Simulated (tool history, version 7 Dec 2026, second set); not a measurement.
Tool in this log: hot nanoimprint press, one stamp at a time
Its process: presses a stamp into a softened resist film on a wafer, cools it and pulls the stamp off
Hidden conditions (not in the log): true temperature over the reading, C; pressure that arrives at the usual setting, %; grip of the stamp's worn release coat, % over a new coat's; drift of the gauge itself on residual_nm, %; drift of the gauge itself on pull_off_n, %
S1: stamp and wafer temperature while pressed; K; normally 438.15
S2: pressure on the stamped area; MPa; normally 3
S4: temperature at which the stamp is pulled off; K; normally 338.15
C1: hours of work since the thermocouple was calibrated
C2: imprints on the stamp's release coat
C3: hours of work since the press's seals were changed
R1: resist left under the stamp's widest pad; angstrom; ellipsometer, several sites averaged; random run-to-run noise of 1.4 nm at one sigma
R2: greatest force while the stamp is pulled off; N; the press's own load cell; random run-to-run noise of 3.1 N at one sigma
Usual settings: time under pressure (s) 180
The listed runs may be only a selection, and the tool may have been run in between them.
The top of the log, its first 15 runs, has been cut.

{"run": 16, "day": 44.796, "S1": 428.15, "S2": 3.43, "time under pressure (s)": 154, "S4": 336.15, "C1": 231, "C2": 762, "C3": 1087, "R1": 3189, "R2": 187}
{"day": 45.296, "done": "stamp cleaned and given a new release coat"}
{"run": 17, "day": 48.3, "S1": 438.15, "S2": 3.11, "time under pressure (s)": 180, "S4": 338.15, "C1": 281, "C2": 209, "C3": 1137, "R1": 2294, "R2": 154}
{"run": 18, "day": 50.438, "S1": 438.15, "S2": 3.11, "time under pressure (s)": 209, "S4": 324.15, "C1": 315, "C2": 358, "C3": 1171, "R1": 2173, "R2": 196}
{"run": 19, "day": 52.088, "S1": 438.15, "S2": 3.11, "time under pressure (s)": 209, "S4": 324.15, "C1": 340, "C2": 473, "C3": 1196, "R1": 2191, "R2": 199}
{"day": 54.821, "done": "press's hydraulic seals changed and the load cell set to zero"}
{"run": 20, "day": 55.596, "S1": 438.15, "S2": 3, "time under pressure (s)": 180, "S4": 324.15, "C1": 390, "C2": 694, "C3": 12, "R1": 2332, "R2": 215}
{"day": 57.138, "done": "stamp cleaned and given a new release coat"}
{"run": 21, "day": 57.654, "S1": 438.15, "S2": 3, "time under pressure (s)": 207, "S4": 341.15, "C1": 418, "C2": 36, "C3": 40, "R1": 2238, "R2": 144}
{"run": 22, "day": 59.529, "S1": 428.15, "S2": 3, "time under pressure (s)": 230, "S4": 338.15, "C1": 447, "C2": 166, "C3": 69, "R1": 3024, "R2": 159}
{"run": 23, "day": 61.554, "S1": 428.15, "S2": 3.77, "time under pressure (s)": 230, "S4": 332.15, "C1": 478, "C2": 307, "C3": 101, "R1": 2771, "R2": 174}
{"day": 63.808, "done": "plate thermocouple calibrated"}
{"run": 24, "day": 64.579, "S1": 429.15, "S2": 3.77, "time under pressure (s)": 230, "S4": 332.15, "C1": 12, "C2": 509, "C3": 146, "R1": 2480, "R2": 176}
{"run": 25, "day": 66.208, "S1": 440.15, "S2": 4.06, "time under pressure (s)": 160, "S4": 332.15, "C1": 37, "C2": 623, "C3": 171, "R1": 1860, "R2": 177}
{"day": 68.746, "done": "stamp cleaned and given a new release coat"}
{"run": 26, "day": 69.033, "S1": 440.15, "S2": 4.06, "time under pressure (s)": 160, "S4": 332.15, "C1": 77, "C2": 20, "C3": 211, "R1": 1882, "R2": 163}
{"run": 27, "day": 71.683, "S1": 450.15, "S2": 3, "time under pressure (s)": 124, "S4": 338.15, "C1": 119, "C2": 205, "C3": 252, "R1": 1755, "R2": 159}
{"run": 28, "day": 75.571, "S1": 450.15, "S2": 2.45, "time under pressure (s)": 336, "S4": 338.15, "C1": 179, "C2": 475, "C3": 313, "R1": 1306, "R2": 163}
{"run": 29, "day": 78.688, "S1": 450.15, "S2": 2.45, "time under pressure (s)": 336, "S4": 338.15, "C1": 227, "C2": 692, "C3": 361, "R1": 1308, "R2": 173}
{"day": 80.179, "done": "stamp cleaned and given a new release coat"}
{"run": 30, "day": 80.65, "S1": 447.15, "S2": 2.53, "time under pressure (s)": 221, "S4": 326.15, "C1": 254, "C2": 32, "C3": 388, "R1": 1693, "R2": 174}

Consider 3 possible next runs. They are alternatives, not a sequence: every one starts from the tool as it was left by run 30. What does each give?
{"run": "A", "day": 82.629, "S1": 438.15, "S2": 3, "time under pressure (s)": 180, "S4": 335.15, "C1": 285, "C2": 170, "C3": 419, "R1": "?", "R2": "?"}
{"run": "B", "day": 82.629, "S1": 446.15, "S2": 3, "time under pressure (s)": 181, "S4": 338.15, "C1": 285, "C2": 170, "C3": 419, "R1": "?", "R2": "?"}
{"run": "C", "day": 82.629, "S1": 438.15, "S2": 3, "time under pressure (s)": 134, "S4": 338.15, "C1": 285, "C2": 170, "C3": 419, "R1": "?", "R2": "?"}

run=A R1=2317 R2=160
run=B R1=1769 R2=153
run=C R1=2558 R2=156
With no hidden state in the tool, these same runs would have given:
run=A R1=2211 R2=151
run=B R1=1690 R2=145
run=C R1=2448 R2=148

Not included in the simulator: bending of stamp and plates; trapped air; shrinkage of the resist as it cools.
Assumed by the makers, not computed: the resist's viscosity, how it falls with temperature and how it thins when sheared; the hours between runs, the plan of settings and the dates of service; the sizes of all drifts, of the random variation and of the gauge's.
